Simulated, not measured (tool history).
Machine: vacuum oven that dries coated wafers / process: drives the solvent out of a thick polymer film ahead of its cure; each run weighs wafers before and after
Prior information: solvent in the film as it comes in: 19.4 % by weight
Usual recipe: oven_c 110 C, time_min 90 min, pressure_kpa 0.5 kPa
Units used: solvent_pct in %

{"run": 1, "hour": 0.0, "oven_c": 110, "time_min": 90, "pressure_kpa": 0.5, "solvent_pct": 1.13}
{"run": 2, "hour": 49.7, "oven_c": 110, "time_min": 90, "pressure_kpa": 0.5, "solvent_pct": 1.12}
{"run": 3, "hour": 88.0, "oven_c": 110, "time_min": 90, "pressure_kpa": 0.5, "solvent_pct": 1.1}
{"run": 4, "hour": 127.1, "oven_c": 110, "time_min": 90, "pressure_kpa": 0.5, "solvent_pct": 1.11}
{"run": 5, "hour": 190.7, "oven_c": 96, "time_min": 90, "pressure_kpa": 0.5, "solvent_pct": 3.4}
{"run": 6, "hour": 255.4, "oven_c": 100, "time_min": 90, "pressure_kpa": 0.5, "solvent_pct": 2.6}
{"run": 7, "hour": 313.6, "oven_c": 100, "time_min": 90, "pressure_kpa": 0.5, "solvent_pct": 2.65}
{"run": 8, "hour": 347.9, "oven_c": 110, "time_min": 90, "pressure_kpa": 0.5, "solvent_pct": 1.14}
{"hour": 356.0, "done": "oven's thermocouples calibrated"}
{"run": 9, "hour": 391.5, "oven_c": 110, "time_min": 90, "pressure_kpa": 0.5, "solvent_pct": 1.32}
{"run": 10, "hour": 467.9, "oven_c": 110, "time_min": 90, "pressure_kpa": 0.5, "solvent_pct": 1.28}
{"run": 11, "hour": 499.6, "oven_c": 110, "time_min": 90, "pressure_kpa": 0.5, "solvent_pct": 1.37}
{"run": 12, "hour": 567.4, "oven_c": 110, "time_min": 90, "pressure_kpa": 0.5, "solvent_pct": 1.25}
{"run": 13, "hour": 632.6, "oven_c": 110, "time_min": 102, "pressure_kpa": 0.616, "solvent_pct": 1.07}
{"hour": 689.3, "done": "oven's thermocouples calibrated, once more"}
{"run": 14, "hour": 710.0, "oven_c": 110, "time_min": 102, "pressure_kpa": 0.616, "solvent_pct": 0.93}
{"run": 15, "hour": 781.3, "oven_c": 105, "time_min": 59, "pressure_kpa": 1.919, "solvent_pct": 3.79}
{"run": 16, "hour": 815.5, "oven_c": 105, "time_min": 59, "pressure_kpa": 1.919, "solvent_pct": 3.77}
{"run": 17, "hour": 849.6, "oven_c": 105, "time_min": 83, "pressure_kpa": 0.409, "solvent_pct": 2.04}
{"run": 18, "hour": 919.7, "oven_c": 109, "time_min": 115, "pressure_kpa": 0.742, "solvent_pct": 0.77}
{"run": 19, "hour": 957.6, "oven_c": 109, "time_min": 115, "pressure_kpa": 0.742, "solvent_pct": 0.93}
{"run": 20, "hour": 1035.1, "oven_c": 110, "time_min": 90, "pressure_kpa": 1.793, "solvent_pct": 1.62}
{"run": 21, "hour": 1104.0, "oven_c": 96, "time_min": 79, "pressure_kpa": 1.645, "solvent_pct": 4.65}
{"run": 22, "hour": 1166.6, "oven_c": 96, "time_min": 79, "pressure_kpa": 1.645, "solvent_pct": 4.48}

Predict each of these 4 candidate next runs independently; none follows another, all start after run 22:
{"run": "A", "hour": 1231.9, "oven_c": 123, "time_min": 141, "pressure_kpa": 0.416, "solvent_pct": "?"}
{"run": "B", "hour": 1231.9, "oven_c": 102, "time_min": 79, "pressure_kpa": 1.435, "solvent_pct": "?"}
{"run": "C", "hour": 1231.9, "oven_c": 112, "time_min": 75, "pressure_kpa": 1.645, "solvent_pct": "?"}
{"run": "D", "hour": 1231.9, "oven_c": 96, "time_min": 94, "pressure_kpa": 1.128, "solvent_pct": "?"}

run=A solvent_pct=0.29
run=B solvent_pct=3.34
run=C solvent_pct=1.72
run=D solvent_pct=3.59
Without the tool's unlogged condition, the same runs would have read:
run=A solvent_pct=0.05
run=B solvent_pct=2.75
run=C solvent_pct=1.31
run=D solvent_pct=2.9
